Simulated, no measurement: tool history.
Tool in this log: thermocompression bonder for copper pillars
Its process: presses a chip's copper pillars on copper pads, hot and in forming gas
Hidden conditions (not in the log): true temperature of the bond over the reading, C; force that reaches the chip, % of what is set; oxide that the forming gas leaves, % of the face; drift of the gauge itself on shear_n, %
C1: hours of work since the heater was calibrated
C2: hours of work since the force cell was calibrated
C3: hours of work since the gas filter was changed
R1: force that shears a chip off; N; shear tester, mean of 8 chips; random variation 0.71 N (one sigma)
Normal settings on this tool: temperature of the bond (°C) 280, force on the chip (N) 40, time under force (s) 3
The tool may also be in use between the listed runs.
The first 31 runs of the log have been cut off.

run 32 day=11.825 | temperature_of_the_bond_(°C)=265 force_on_the_chip_(N)=48 time_under_force_(s)=3 | C1=8 C2=209 C3=78 | R1=55.6
run 33 day=12.162 | temperature_of_the_bond_(°C)=265 force_on_the_chip_(N)=48 time_under_force_(s)=3 | C1=12 C2=213 C3=82 | R1=54.5
run 34 day=12.421 | temperature_of_the_bond_(°C)=274 force_on_the_chip_(N)=48 time_under_force_(s)=7 | C1=15 C2=216 C3=85 | R1=74.6
run 35 day=12.929 | temperature_of_the_bond_(°C)=307 force_on_the_chip_(N)=29 time_under_force_(s)=3 | C1=21 C2=222 C3=91 | R1=67.1
run 36 day=13.396 | temperature_of_the_bond_(°C)=288 force_on_the_chip_(N)=30 time_under_force_(s)=3 | C1=26 C2=227 C3=96 | R1=54.3
run 37 day=13.783 | temperature_of_the_bond_(°C)=280 force_on_the_chip_(N)=51 time_under_force_(s)=9 | C1=31 C2=232 C3=101 | R1=79.6
run 38 day=14.292 | temperature_of_the_bond_(°C)=255 force_on_the_chip_(N)=28 time_under_force_(s)=9 | C1=37 C2=238 C3=107 | R1=46.7
-- day=14.425 forming gas filter changed
run 39 day=14.75 | temperature_of_the_bond_(°C)=277 force_on_the_chip_(N)=48 time_under_force_(s)=2 | C1=42 C2=243 C3=4 | R1=61.3

Each row is a separate what-if for the run after 39, all from the same tool condition, not one after another. Results?
run A day=15.033 | temperature_of_the_bond_(°C)=277 force_on_the_chip_(N)=40 time_under_force_(s)=2 | C1=45 C2=246 C3=7 | R1=?
run B day=15.033 | temperature_of_the_bond_(°C)=283 force_on_the_chip_(N)=39 time_under_force_(s)=3 | C1=45 C2=246 C3=7 | R1=?
run C day=15.033 | temperature_of_the_bond_(°C)=255 force_on_the_chip_(N)=30 time_under_force_(s)=3 | C1=45 C2=246 C3=7 | R1=?

run=A R1=54.2
run=B R1=67
run=C R1=35.6
Stripped of hidden state, with their random variation kept, the same runs would have yielded:
run=A R1=56
run=B R1=69
run=C R1=37
